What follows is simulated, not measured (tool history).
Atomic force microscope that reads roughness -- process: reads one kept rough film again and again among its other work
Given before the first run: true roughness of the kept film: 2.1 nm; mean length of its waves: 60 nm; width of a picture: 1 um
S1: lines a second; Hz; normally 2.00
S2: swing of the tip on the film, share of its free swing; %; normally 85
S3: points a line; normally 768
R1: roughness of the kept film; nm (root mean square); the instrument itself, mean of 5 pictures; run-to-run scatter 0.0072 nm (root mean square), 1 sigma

run   hour    S1  S2   S3     R1
  1    0.0  2.00  85  768  1.626
  2   17.8  2.00  85  768  1.619
  3   36.3  2.00  85  768  1.605
  4   47.6  2.00  85  768  1.614
  5   62.4  2.00  85  343  1.596
  6   77.8  2.00  85  375  1.588
  7   94.2  2.00  85  375  1.595
      97.6  -- new tip fitted
  8  106.1  2.00  85  375  1.629
  9  116.0  2.00  85  414  1.618
 10  131.9  2.00  85  768  1.626
 11  148.3  2.00  85  768  1.615
 12  157.5  2.38  85  768  1.539
 13  165.8  2.38  85  768  1.546
 14  174.6  2.00  85  768  1.597
 15  182.6  1.46  85  768  1.693
     195.3  -- new tip fitted
 16  195.3  2.88  85  768  1.494
 17  205.5  2.88  85  768  1.487
 18  213.2  2.88  55  768  1.923
 19  230.3  2.88  55  768  1.923
 20  248.4  2.88  55  768  1.917
 21  260.6  2.00  81  768  1.660
 22  272.9  2.00  85  768  1.602
 23  291.6  2.38  85  768  1.522
     293.5  -- new tip fitted
 24  299.8  2.38  85  768  1.543
 25  312.3  2.38  85  768  1.557
 26  321.9  2.00  82  768  1.664
 27  339.5  1.07  60  768  1.981
 28  349.8  1.07  58  709  1.979
 29  368.5  1.07  58  709  1.961
 30  378.2  3.83  74  573  1.547
 31  386.0  3.83  74  573  1.556
     391.3  -- new tip fitted
 32  402.3  2.00  83  495  1.669
 33  417.8  2.00  83  495  1.653
 34  429.0  1.69  69  768  1.850
 35  442.8  2.70  76  905  1.663
 36  456.9  2.70  76  905  1.650
 37  473.1  2.05  76  905  1.722
     488.8  -- new tip fitted
 38  491.8  2.02  77  329  1.746
 39  509.1  0.70  85  425  1.889
 40  528.2  0.70  85  425  1.875
 41  542.5  0.70  85  425  1.872
 42  551.0  3.24  85  768  1.410
 43  561.2  1.29  85  956  1.724
 44  569.9  1.29  85  956  1.722
 45  582.9  1.29  85  956  1.717
     586.4  -- new tip fitted
 46  595.3  1.29  85  292  1.760
 47  604.4  1.84  73  856  1.798
 48  616.8  2.91  58  768  1.877
 49  626.7  2.91  58  768  1.889
 50  642.4  2.91  58  768  1.869
 51  657.1  2.81  58  383  1.875
 52  668.9  3.87  65  275  1.709

Predict each of these 4 candidate next runs independently; none follows another, all start after run 52:
     684.1  -- new tip fitted
  A  688.2  2.27  85  472   ?
     684.1  -- new tip fitted
  B  688.2  0.54  67  567   ?
     684.1  -- new tip fitted
  C  688.2  1.30  85  549   ?
     684.1  -- new tip fitted
  D  688.2  0.87  85  527   ?

run     R1
  A  1.565
  B  2.004
  C  1.751
  D  1.847
Without the tool's hidden state the same runs would have given:
run     R1
  A  1.575
  B  2.016
  C  1.762
  D  1.858

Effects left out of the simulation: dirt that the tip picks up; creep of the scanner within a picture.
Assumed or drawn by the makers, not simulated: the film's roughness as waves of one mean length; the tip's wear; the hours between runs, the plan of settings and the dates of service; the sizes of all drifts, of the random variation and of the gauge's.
